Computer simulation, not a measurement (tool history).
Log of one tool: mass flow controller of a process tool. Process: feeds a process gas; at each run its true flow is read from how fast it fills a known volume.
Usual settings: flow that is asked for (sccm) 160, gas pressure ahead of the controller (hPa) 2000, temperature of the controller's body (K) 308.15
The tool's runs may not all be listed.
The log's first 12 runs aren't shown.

run	hour	flow that is asked for (sccm)	gas pressure ahead of the controller (hPa)	temperature of the controller's body (K)	hours of work since the controller was set to zero	hours of work since the controller was changed	true flow (%)
13	1454.7	160	2000	308.15	2473	2473	98.13
14	1566	160	2190	308.15	2511	2511	97.85
15	1735.4	160	2190	308.15	2568	2568	98.02
16	1848.7	160	2190	308.15	2607	2607	97.86
17	1977.7	35	2730	312.15	2651	2651	95.27
18	2138.2	35	1830	306.15	2706	2706	96.11
19	2218.9	57	2360	306.15	2733	2733	95.97
# hour 2233.6: gauge calibrated
20	2332.7	41	1660	298.15	2772	2772	97.65
21	2441.4	160	1710	294.15	2809	2809	99.61
22	2596.6	65	1460	299.15	2862	2862	97.99
23	2754.1	65	1460	299.15	2916	2916	98.01
24	2856.3	160	2030	294.15	2951	2951	99.18
25	2981.8	23	2270	297.15	2994	2994	96.68
26	3078.3	24	1610	308.15	3027	3027	96.6
27	3246.6	33	1430	312.15	3084	3084	96.65
28	3323.6	76	1930	308.15	3110	3110	97.09
29	3451.2	160	2000	295.15	3154	3154	98.98
30	3604.2	67	2000	309.15	3206	3206	96.81
31	3744.6	71	2690	308.15	3254	3254	96.35
32	3911.5	55	2000	308.15	3311	3311	96.43

5 ways to go on from here, each from the tool as it stands after run 32. What would each give?
A	4005.4	55	2360	308.15	3343	3343	?
B	4005.4	55	2060	303.15	3343	3343	?
C	4005.4	27	1500	299.15	3343	3343	?
D	4005.4	55	2000	301.15	3343	3343	?
E	4005.4	47	1870	301.15	3343	3343	?

run	true flow (%)
A	96.16
B	96.56
C	96.65
D	96.71
E	96.57
Without the tool's hidden state the same runs would have given:
run	true flow (%)
A	97.07
B	97.47
C	97.57
D	97.63
E	97.48
